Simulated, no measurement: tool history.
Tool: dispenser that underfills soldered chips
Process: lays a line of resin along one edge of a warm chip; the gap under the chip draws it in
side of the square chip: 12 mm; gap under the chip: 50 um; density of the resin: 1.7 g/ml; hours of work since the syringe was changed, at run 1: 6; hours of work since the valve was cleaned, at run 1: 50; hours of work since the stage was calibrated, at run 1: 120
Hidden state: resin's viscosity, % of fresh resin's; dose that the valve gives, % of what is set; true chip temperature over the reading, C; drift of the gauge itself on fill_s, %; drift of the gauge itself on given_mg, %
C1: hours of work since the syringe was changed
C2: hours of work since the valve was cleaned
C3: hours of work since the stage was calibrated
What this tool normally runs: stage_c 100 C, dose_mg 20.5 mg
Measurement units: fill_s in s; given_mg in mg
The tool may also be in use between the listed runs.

Run 1, hour 0: usual settings; C1 6; C2 50; C3 120. Result: fill_s 107.4 s, given_mg 19.77 mg.
Run 2, hour 2.9: usual settings; C1 8; C2 52; C3 122. Result: fill_s 131.7 s, given_mg 19.8 mg.
At hour 5.7: new syringe of resin.
Run 3, hour 6.1: usual settings; C1 0; C2 55; C3 124. Result: fill_s 64.1 s, given_mg 19.8 mg.
Run 4, hour 8.6: usual settings; C1 2; C2 57; C3 126. Result: fill_s 74.7 s, given_mg 19.81 mg.
Run 5, hour 11: usual settings; C1 4; C2 58; C3 128. Result: fill_s 88.7 s, given_mg 19.76 mg.
Run 6, hour 14.8: usual settings; C1 7; C2 61; C3 131. Result: fill_s 117.3 s, given_mg 19.66 mg.
Run 7, hour 17.7: usual settings but stage_c 107 C; C1 9; C2 64; C3 133. Result: fill_s 106.3 s, given_mg 19.67 mg.
At hour 19.5: new syringe of resin.
Run 8, hour 20: usual settings but stage_c 107 C; C1 0; C2 65; C3 135. Result: fill_s 46.4 s, given_mg 19.54 mg.
Run 9, hour 23.4: usual settings but dose_mg 24.1 mg; C1 3; C2 68; C3 137. Result: fill_s 78.4 s, given_mg 23 mg.
At hour 25.9: dispensing valve cleaned and set on the balance.
Run 10, hour 28.6: usual settings; C1 6; C2 2; C3 140. Result: fill_s 105.6 s, given_mg 20.5 mg.
Run 11, hour 32.7: usual settings; C1 9; C2 5; C3 144. Result: fill_s 143.4 s, given_mg 20.41 mg.
At hour 34.5: new syringe of resin.
Run 12, hour 36.2: usual settings; C1 1; C2 8; C3 146. Result: fill_s 67.8 s, given_mg 20.54 mg.
Run 13, hour 38.4: usual settings; C1 3; C2 9; C3 148. Result: fill_s 76.8 s, given_mg 20.38 mg.
Run 14, hour 41.6: usual settings; C1 5; C2 12; C3 150. Result: fill_s 97.3 s, given_mg 20.39 mg.
Run 15, hour 46: usual settings; C1 9; C2 15; C3 154. Result: fill_s 133.1 s, given_mg 20.23 mg.
At hour 48.4: new syringe of resin.
Run 16, hour 48.6: usual settings; C1 0; C2 17; C3 155. Result: fill_s 63.4 s, given_mg 20.21 mg.
Run 17, hour 50.7: usual settings; C1 2; C2 19; C3 157. Result: fill_s 71.6 s, given_mg 20.33 mg.
Run 18, hour 54.2: usual settings; C1 4; C2 21; C3 160. Result: fill_s 90.4 s, given_mg 20.16 mg.
Run 19, hour 56.9: usual settings but stage_c 89 C; C1 7; C2 23; C3 162. Result: fill_s 183.3 s, given_mg 20.23 mg.
Run 20, hour 60.6: usual settings but stage_c 89 C, dose_mg 18.9 mg; C1 9; C2 26; C3 165. Result: fill_s 239.3 s, given_mg 18.63 mg.
At hour 62.4: new syringe of resin.
Run 21, hour 64.3: usual settings but stage_c 89 C, dose_mg 21.4 mg; C1 1; C2 29; C3 167. Result: fill_s 112.6 s, given_mg 21.01 mg.
Run 22, hour 67.2: usual settings but stage_c 89 C, dose_mg 21.4 mg; C1 4; C2 31; C3 169. Result: fill_s 139.9 s, given_mg 21.08 mg.
Run 23, hour 71.3: usual settings but stage_c 88 C, dose_mg 24.6 mg; C1 7; C2 34; C3 172. Result: fill_s 191.8 s, given_mg 24.09 mg.
Run 24, hour 74.9: usual settings but stage_c 115 C, dose_mg 24.6 mg; C1 10; C2 37; C3 175. Result: fill_s 75.3 s, given_mg 24.12 mg.
At hour 76.2: new syringe of resin.
Run 25, hour 78.6: usual settings but stage_c 88 C, dose_mg 19.2 mg; C1 2; C2 40; C3 178. Result: fill_s 123.1 s, given_mg 18.72 mg.
Run 26, hour 81.7: usual settings but stage_c 88 C, dose_mg 19.2 mg; C1 4; C2 42; C3 180. Result: fill_s 155.2 s, given_mg 18.73 mg.
Run 27, hour 85.9: usual settings but stage_c 92 C, dose_mg 19.2 mg; C1 7; C2 45; C3 184. Result: fill_s 167.3 s, given_mg 18.71 mg.
At hour 90.1: new syringe of resin.
Run 28, hour 90.1: usual settings but stage_c 92 C, dose_mg 19.2 mg; C1 0; C2 48; C3 187. Result: fill_s 91.2 s, given_mg 18.68 mg.
Run 29, hour 92.2: usual settings but stage_c 92 C, dose_mg 19.2 mg; C1 2; C2 50; C3 188. Result: fill_s 106.6 s, given_mg 18.59 mg.
Run 30, hour 96.2: usual settings but stage_c 92 C, dose_mg 19.2 mg; C1 5; C2 53; C3 191. Result: fill_s 137.4 s, given_mg 18.52 mg.
Run 31, hour 100.5: usual settings but stage_c 87 C, dose_mg 22.7 mg; C1 8; C2 56; C3 195. Result: fill_s 231.2 s, given_mg 21.86 mg.
At hour 103.9: new syringe of resin.
Run 32, hour 105.4: usual settings but stage_c 103 C, dose_mg 19 mg; C1 1; C2 60; C3 198. Result: fill_s 60.2 s, given_mg 18.32 mg.
Run 33, hour 108.1: usual settings but stage_c 107 C, dose_mg 24.9 mg; C1 3; C2 62; C3 200. Result: fill_s 60 s, given_mg 23.88 mg.
Run 34, hour 111.5: usual settings but stage_c 103 C, dose_mg 20.6 mg; C1 6; C2 64; C3 203. Result: fill_s 89.8 s, given_mg 19.75 mg.
Run 35, hour 115.5: usual settings but stage_c 106 C, dose_mg 24.7 mg; C1 9; C2 68; C3 206. Result: fill_s 102.9 s, given_mg 23.67 mg.

Some steps in fill_s, run to run, broken into two amounts with sign: the step expected even without the hidden condition (settings, incoming material, random variation), and the rest, left for the hidden condition together with whatever gauge scatter is not in both the measured and the hidden-condition-free result:
Run 20 -> 21: dose_mg 18.9 -> 21.4, new syringe of resin. fill_s -126.7 s: hidden state -124.3, all else -2.4.
Run 23 -> 24: stage_c 88 -> 115. fill_s -116.5 s: hidden state -48.1, all else -68.4.
Run 27 -> 28: new syringe of resin. fill_s -76.1 s: hidden state -78.2, all else +2.1.
Run 31 -> 32: stage_c 87 -> 103, dose_mg 22.7 -> 19, new syringe of resin. fill_s -171 s: hidden state -119, all else -52.

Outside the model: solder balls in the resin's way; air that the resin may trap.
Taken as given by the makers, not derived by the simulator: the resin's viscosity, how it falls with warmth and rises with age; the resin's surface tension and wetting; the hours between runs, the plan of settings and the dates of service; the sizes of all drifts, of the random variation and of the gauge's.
